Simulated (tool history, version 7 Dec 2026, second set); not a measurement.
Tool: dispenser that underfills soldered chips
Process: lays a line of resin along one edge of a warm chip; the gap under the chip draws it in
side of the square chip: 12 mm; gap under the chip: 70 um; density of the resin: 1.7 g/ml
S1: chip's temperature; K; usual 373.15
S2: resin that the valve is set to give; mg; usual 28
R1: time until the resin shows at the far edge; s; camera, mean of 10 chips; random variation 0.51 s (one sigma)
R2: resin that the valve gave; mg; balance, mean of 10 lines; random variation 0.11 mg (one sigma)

| run | day | S1 | S2 | R1 | R2 |
|---|---|---|---|---|---|
| 1 | 0 | 373.15 | 28 | 45.6 | 27.68 |
| 2 | 0.1 | 373.15 | 28 | 51.6 | 27.69 |
| 3 | 0.258 | 377.15 | 28 | 51.1 | 27.84 |
|  | 0.321 | new syringe of resin |
| 4 | 0.396 | 373.15 | 28 | 45.6 | 27.45 |
| 5 | 0.579 | 373.15 | 28 | 54.5 | 27.73 |
| 6 | 0.662 | 373.15 | 28 | 59.1 | 27.64 |
|  | 0.708 | new syringe of resin |
| 7 | 0.871 | 379.15 | 28 | 39.8 | 27.93 |
| 8 | 1.042 | 379.15 | 28 | 45.7 | 27.49 |
|  | 1.096 | new syringe of resin |
| 9 | 1.221 | 373.15 | 25.1 | 49.3 | 24.6 |
| 10 | 1.371 | 373.15 | 25.1 | 56.5 | 24.61 |
|  | 1.488 | new syringe of resin |
| 11 | 1.567 | 373.15 | 25.1 | 45.7 | 24.49 |
| 12 | 1.725 | 385.15 | 28 | 32.7 | 27.26 |
| 13 | 1.854 | 385.15 | 28 | 36.7 | 27.06 |
|  | 1.879 | new syringe of resin |
| 14 | 1.992 | 385.15 | 28 | 29 | 27 |
| 15 | 2.088 | 366.15 | 28 | 71.4 | 27.34 |
|  | 2.267 | new syringe of resin |
| 16 | 2.296 | 373.15 | 27.7 | 43.9 | 26.95 |
| 17 | 2.433 | 373.15 | 28 | 51.9 | 27.09 |
| 18 | 2.558 | 373.15 | 28 | 57.8 | 27.1 |
|  | 2.667 | new syringe of resin |
| 19 | 2.725 | 358.15 | 24.6 | 92.2 | 23.55 |
| 20 | 2.896 | 373.15 | 32.8 | 53.7 | 31.61 |
|  | 3.058 | new syringe of resin |
| 21 | 3.079 | 373.15 | 32.8 | 43 | 31.28 |
| 22 | 3.188 | 379.15 | 29 | 37.9 | 27.94 |
| 23 | 3.317 | 362.15 | 27 | 93.2 | 25.93 |
|  | 3.45 | new syringe of resin |
| 24 | 3.467 | 358.15 | 29.1 | 87.8 | 27.68 |
| 25 | 3.554 | 358.15 | 29.1 | 94.1 | 27.44 |
|  | 3.696 | dispensing valve cleaned and set on the balance |
| 26 | 3.704 | 373.15 | 26 | 53.1 | 25.96 |
|  | 3.883 | new syringe of resin |
| 27 | 3.892 | 370.15 | 34.4 | 48.6 | 34.28 |
| 28 | 3.996 | 383.15 | 34.7 | 30.8 | 34.45 |
| 29 | 4.104 | 383.15 | 29.9 | 34.8 | 29.63 |
| 30 | 4.246 | 361.15 | 28.5 | 107.4 | 28.27 |
|  | 4.271 | new syringe of resin |
| 31 | 4.408 | 361.15 | 28.5 | 84.6 | 28.17 |
| 32 | 4.567 | 361.15 | 28.5 | 100.6 | 28.29 |
|  | 4.671 | new syringe of resin |
| 33 | 4.696 | 361.15 | 33.9 | 73.9 | 33.56 |
| 34 | 4.821 | 365.15 | 27.2 | 71.4 | 26.86 |
| 35 | 4.967 | 381.15 | 26.1 | 41.4 | 25.72 |
|  | 5.062 | new syringe of resin |
| 36 | 5.112 | 373.15 | 35.3 | 43.4 | 34.71 |

Some steps in R1 between neighbouring runs. How much of each would the tool show without its hidden state too (settings, what came in, random variation), and how much is left for the hidden state, with any gauge scatter that isn't in both results?
The hidden state here: resin's viscosity, % of fresh resin's; dose that the valve gives, % of what is set; true chip temperature over the reading, C; drift of the gauge itself on fill_s, %; drift of the gauge itself on given_mg, %.
Run 14 -> 15: S1 385.15 -> 366.15. R1 +42.4 s: hidden state +11.2, all else +31.2.
Run 22 -> 23: S1 379.15 -> 362.15, S2 29 -> 27. R1 +55.3 s: hidden state +18.7, all else +36.6.
Run 29 -> 30: S1 383.15 -> 361.15, S2 29.9 -> 28.5. R1 +72.6 s: hidden state +27.5, all else +45.1.
Run 30 -> 31: new syringe of resin. R1 -22.8 s: hidden state -22.3, all else -0.5.
Run 32 -> 33: S2 28.5 -> 33.9, new syringe of resin. R1 -26.7 s: hidden state -25, all else -1.7.
